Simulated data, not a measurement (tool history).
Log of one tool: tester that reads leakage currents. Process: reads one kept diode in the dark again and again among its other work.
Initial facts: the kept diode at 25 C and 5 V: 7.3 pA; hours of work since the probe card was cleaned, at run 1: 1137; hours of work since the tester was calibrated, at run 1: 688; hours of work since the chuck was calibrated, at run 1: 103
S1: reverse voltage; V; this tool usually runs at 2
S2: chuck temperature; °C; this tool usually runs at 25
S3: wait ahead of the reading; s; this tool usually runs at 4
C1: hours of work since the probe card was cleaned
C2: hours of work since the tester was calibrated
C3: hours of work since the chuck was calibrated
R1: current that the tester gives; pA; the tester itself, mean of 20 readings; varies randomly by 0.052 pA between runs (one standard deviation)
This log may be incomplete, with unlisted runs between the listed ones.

Run 1, hour 0: usual settings; C1 1137; C2 688; C3 103. Result: R1 5.07 pA.
Run 2, hour 27.2: usual settings; C1 1152; C2 702; C3 117. Result: R1 5.07 pA.
Run 3, hour 65.2: usual settings; C1 1172; C2 722; C3 137. Result: R1 5.17 pA.
Run 4, hour 93.9: usual settings; C1 1188; C2 738; C3 153. Result: R1 5.14 pA.
Run 5, hour 138.3: usual settings; C1 1211; C2 761; C3 176. Result: R1 5.11 pA.
Run 6, hour 170.7: usual settings; C1 1229; C2 779; C3 194. Result: R1 5.21 pA.
Run 7, hour 203.2: usual settings but S3 8.59 s; C1 1246; C2 796; C3 211. Result: R1 5.02 pA.
Run 8, hour 245.4: usual settings but S3 8.59 s; C1 1268; C2 819; C3 233. Result: R1 5.12 pA.
Run 9, hour 278.4: usual settings but S3 8.59 s; C1 1286; C2 836; C3 251. Result: R1 5.17 pA.
Run 10, hour 314.4: usual settings; C1 1305; C2 855; C3 270. Result: R1 5.17 pA.
Run 11, hour 343: usual settings but S3 6.49 s; C1 1320; C2 871; C3 285. Result: R1 5.06 pA.
Run 12, hour 364.2: usual settings but S1 12.21 V, S3 6.49 s; C1 1332; C2 882; C3 297. Result: R1 10.71 pA.
Run 13, hour 394.5: usual settings but S1 12.21 V, S3 6.49 s; C1 1348; C2 898; C3 313. Result: R1 10.72 pA.
Run 14, hour 432.2: usual settings but S1 2.68 V, S2 24 °C, S3 2.63 s; C1 1368; C2 918; C3 333. Result: R1 5.39 pA.
Run 15, hour 469.5: usual settings but S1 11.74 V; C1 1388; C2 938; C3 353. Result: R1 10.59 pA.
Run 16, hour 490.1: usual settings but S1 11.74 V; C1 1399; C2 949; C3 364. Result: R1 10.58 pA.
Run 17, hour 532.8: usual settings but S1 11.74 V; C1 1422; C2 972; C3 387. Result: R1 10.59 pA.
Run 18, hour 559.4: usual settings but S1 11.74 V; C1 1436; C2 986; C3 401. Result: R1 10.67 pA.
Run 19, hour 592.6: usual settings but S1 11.74 V; C1 1454; C2 1004; C3 419. Result: R1 10.68 pA.
Run 20, hour 619.7: usual settings but S1 5.85 V, S2 54 °C; C1 1468; C2 1018; C3 433. Result: R1 56.88 pA.
Run 21, hour 653.7: usual settings but S3 8.82 s; C1 1486; C2 1036; C3 451. Result: R1 5.16 pA.
Run 22, hour 672.7: usual settings but S3 8.82 s; C1 1496; C2 1046; C3 461. Result: R1 5.01 pA.
Run 23, hour 710.8: usual settings but S1 7.81 V, S2 33 °C, S3 5.37 s; C1 1517; C2 1067; C3 482. Result: R1 15.84 pA.
Run 24, hour 740.6: usual settings but S1 7.81 V, S2 33 °C, S3 5.37 s; C1 1532; C2 1083; C3 498. Result: R1 15.96 pA.
Run 25, hour 772.5: usual settings but S1 7.81 V, S2 33 °C, S3 5.37 s; C1 1550; C2 1100; C3 515. Result: R1 15.83 pA.
Run 26, hour 815.3: usual settings but S1 7.81 V, S2 33 °C, S3 5.37 s; C1 1572; C2 1123; C3 537. Result: R1 15.83 pA.

Alternative continuations, all from the tool just after run 26; predict every row:
Run A, hour 857.5: usual settings but S1 1.08 V, S2 33 °C, S3 2.1 s; C1 1595; C2 1145; C3 560. Result: R1 ?.
Run B, hour 857.5: usual settings but S1 1.11 V, S3 0.35 s; C1 1595; C2 1145; C3 560. Result: R1 ?.
Run C, hour 857.5: usual settings but S1 15.54 V; C1 1595; C2 1145; C3 560. Result: R1 ?.

run     R1
  A   7.07
  B   4.12
  C  11.98
The same runs, with their run-to-run variation unchanged, on a tool lacking any hidden condition would have given:
run     R1
  A   7.07
  B   4.12
  C  11.95
